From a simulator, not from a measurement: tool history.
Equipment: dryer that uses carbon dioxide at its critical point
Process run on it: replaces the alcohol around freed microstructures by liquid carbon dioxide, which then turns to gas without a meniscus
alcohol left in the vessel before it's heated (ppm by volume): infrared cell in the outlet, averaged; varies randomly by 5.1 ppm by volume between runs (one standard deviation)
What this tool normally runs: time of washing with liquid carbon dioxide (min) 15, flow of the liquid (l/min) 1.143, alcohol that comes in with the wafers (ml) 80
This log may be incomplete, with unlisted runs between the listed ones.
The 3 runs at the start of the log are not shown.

run     day  time of washing with liquid carbon dioxide (min)  flow of the liquid (l/min)  alcohol that comes in with the wafers (ml)  alcohol left in the vessel before it's heated (ppm by volume)
  4    3.15                                                17                       1.143                                          80                                                            255
  5   4.004                                                17                       1.143                                          80                                                            274
  6   4.929                                                17                       1.143                                          80                                                            282
      5.912  -- inlet filter changed
  7   6.292                                                17                       1.143                                          80                                                            234
  8   7.404                                                17                       1.143                                          80                                                            244
      8.338  -- purifier's bed changed
  9   8.779                                                17                       1.143                                          80                                                             34
 10   9.567                                                17                       1.143                                          80                                                             37
 11  10.683                                                13                       1.143                                          80                                                            178
 12  11.475                                                13                       1.143                                          80                                                            182
 13  12.208                                                15                       1.143                                          80                                                             94
 14  13.317                                                15                       1.143                                          80                                                            109
 15   14.25                                                15                       1.143                                          80                                                            119
 16  15.421                                                15                       1.143                                          80                                                            123
 17  16.104                                                15                       1.143                                          80                                                            135
 18  17.283                                                18                        1.38                                          49                                                             46
 19  18.808                                                17                        0.75                                          77                                                            522

Forecast run 20:
 20  20.088                                                23                        1.68                                          48                                                              ?

Run 20 came out at alcohol left in the vessel before it's heated (ppm by volume) 52.
Without the tool's hidden state the same run would have given alcohol left in the vessel before it's heated (ppm by volume) 7.
